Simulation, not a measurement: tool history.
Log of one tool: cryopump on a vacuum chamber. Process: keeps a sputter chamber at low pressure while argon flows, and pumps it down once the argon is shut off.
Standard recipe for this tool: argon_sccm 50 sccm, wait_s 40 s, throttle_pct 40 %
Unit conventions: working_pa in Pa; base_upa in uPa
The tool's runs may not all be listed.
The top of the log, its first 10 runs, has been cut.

Run 11, day 41.417: usual settings. Result: working_pa 0.252 Pa, base_upa 6.01 uPa.
Run 12, day 43.767: usual settings but wait_s 53 s. Result: working_pa 0.2566 Pa, base_upa 5.31 uPa.
At day 47.025: pump warmed up, emptied and cooled again.
Run 13, day 48.9: usual settings but wait_s 53 s. Result: working_pa 0.2166 Pa, base_upa 4.54 uPa.
Run 14, day 53.012: usual settings but wait_s 53 s. Result: working_pa 0.2196 Pa, base_upa 4.76 uPa.
Run 15, day 55.408: usual settings. Result: working_pa 0.2204 Pa, base_upa 5.69 uPa.
Run 16, day 59: usual settings but throttle_pct 52 %. Result: working_pa 0.178 Pa, base_upa 5.88 uPa.
Run 17, day 61.638: usual settings but throttle_pct 52 %. Result: working_pa 0.182 Pa, base_upa 5.93 uPa.
Run 18, day 65.488: usual settings but wait_s 29 s, throttle_pct 23 %. Result: working_pa 0.3905 Pa, base_upa 7.54 uPa.
Run 19, day 70.8: usual settings but argon_sccm 44 sccm, wait_s 37 s, throttle_pct 41 %. Result: working_pa 0.2079 Pa, base_upa 6.88 uPa.
Run 20, day 74.2: usual settings but argon_sccm 47 sccm, wait_s 21 s, throttle_pct 38 %. Result: working_pa 0.2427 Pa, base_upa 9.99 uPa.
Run 21, day 78.317: usual settings but argon_sccm 47 sccm, wait_s 21 s, throttle_pct 38 %. Result: working_pa 0.2484 Pa, base_upa 10.11 uPa.
At day 81.771: pump warmed up, emptied and cooled again.
Run 22, day 82.658: usual settings but argon_sccm 47 sccm, wait_s 21 s, throttle_pct 38 %. Result: working_pa 0.2134 Pa, base_upa 9.42 uPa.
Run 23, day 87.362: usual settings but argon_sccm 97 sccm, wait_s 175 s, throttle_pct 26 %. Result: working_pa 0.6464 Pa, base_upa 3.63 uPa.
Run 24, day 91.646: usual settings but argon_sccm 27 sccm, wait_s 175 s, throttle_pct 19 %. Result: working_pa 0.2471 Pa, base_upa 3.89 uPa.
Run 25, day 97.1: usual settings but argon_sccm 27 sccm, wait_s 175 s, throttle_pct 19 %. Result: working_pa 0.2484 Pa, base_upa 4.04 uPa.
Run 26, day 102.329: usual settings but argon_sccm 27 sccm, wait_s 175 s, throttle_pct 19 %. Result: working_pa 0.2534 Pa, base_upa 4.52 uPa.
Run 27, day 107.5: usual settings but argon_sccm 24 sccm, wait_s 120 s, throttle_pct 32 %. Result: working_pa 0.1436 Pa, base_upa 5.2 uPa.
Run 28, day 110.346: usual settings but argon_sccm 52 sccm, wait_s 183 s, throttle_pct 26 %. Result: working_pa 0.378 Pa, base_upa 4.94 uPa.
Run 29, day 115.029: usual settings but wait_s 218 s, throttle_pct 31 %. Result: working_pa 0.3198 Pa, base_upa 5.35 uPa.
At day 116.792: pump warmed up, emptied and cooled again.
Run 30, day 120.496: usual settings but argon_sccm 67 sccm, throttle_pct 16 %. Result: working_pa 0.7198 Pa, base_upa 6.95 uPa.
Run 31, day 124.671: usual settings but wait_s 22 s, throttle_pct 17 %. Result: working_pa 0.5113 Pa, base_upa 10 uPa.
Run 32, day 126.992: usual settings but argon_sccm 40 sccm, wait_s 22 s, throttle_pct 15 %. Result: working_pa 0.4597 Pa, base_upa 9.75 uPa.

The next listed run, before its measurement:
Run 33, day 130.638: usual settings but wait_s 60 s, throttle_pct 25 %. Result: working_pa ?, base_upa ?.

{"run 33": {"working_pa": 0.3568, "base_upa": 6.58}}
On a tool with no hidden condition, and with the same random variation, this run would have come out at working_pa 0.3373 Pa, base_upa 2.72 uPa.
